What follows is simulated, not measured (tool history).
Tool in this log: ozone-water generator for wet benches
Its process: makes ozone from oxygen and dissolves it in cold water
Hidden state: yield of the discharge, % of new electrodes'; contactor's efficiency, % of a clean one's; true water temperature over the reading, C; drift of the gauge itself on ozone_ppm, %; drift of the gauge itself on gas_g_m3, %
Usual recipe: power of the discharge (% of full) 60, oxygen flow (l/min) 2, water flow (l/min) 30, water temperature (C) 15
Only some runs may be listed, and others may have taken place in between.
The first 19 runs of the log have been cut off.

run      day  power of the discharge (% of full)  oxygen flow (l/min)  water flow (l/min)  water temperature (C)  hours of work since the electrodes were changed  hours of work since the contactor was cleaned  hours of work since the thermometer was calibrated  dissolved ozone (ppm)  ozone in the gas ahead of the water (g/m3)
 20   85.875                                  60                 2.31                  26                     15                                             2777                                           2287                                                1461                     11                                       184.7
 21   91.183                                  55                 1.49                  24                     16                                             2864                                           2373                                                1547                    9.4                                       210.4
 22   96.504                                  44                 2.43                  24                     18                                             2950                                           2460                                                1634                    8.8                                       138.3
 23    100.6                                  44                 2.43                  24                     18                                             3017                                           2526                                                1700                      9                                       136.4
 24  104.746                                  44                 2.43                  24                     18                                             3084                                           2594                                                1768                    8.9                                       137.4
 25  107.583                                  56                    2                  34                     15                                             3130                                           2640                                                1814                    7.4                                       183.8
 26  112.579                                  60                    2                  30                     15                                             3212                                           2721                                                1895                    8.9                                       196.8
 27  118.446                                  60                    2                  30                     15                                             3307                                           2816                                                1990                      9                                       195.2
 28  124.017                                  62                    2                  30                     14                                             3398                                           2907                                                2081                    9.4                                       201.8
 29  127.967                                  93                 2.64                  30                     15                                             3462                                           2971                                                2145                   14.1                                       245.1
 30  133.583                                  40                 1.74                  30                     15                                             3553                                           3063                                                2236                    6.1                                         147

What if the next run were any one of these 3? Each begins from the tool's condition after run 30:
  A  139.917                                  40                 1.04                  30                      8                                             3656                                           3166                                                2339                      ?                                           ?
  B  139.917                                  40                 1.74                  28                     15                                             3656                                           3166                                                2339                      ?                                           ?
  C  139.917                                  84                    2                  30                     15                                             3656                                           3166                                                2339                      ?                                           ?

run  dissolved ozone (ppm)  ozone in the gas ahead of the water (g/m3)
  A                    4.8                                         188
  B                    6.6                                       147.6
  C                   11.7                                       256.6
What these runs would have given with no unlogged condition in the tool:
run  dissolved ozone (ppm)  ozone in the gas ahead of the water (g/m3)
  A                    5.2                                       193.3
  B                    7.1                                       151.8
  C                     13                                       272.9
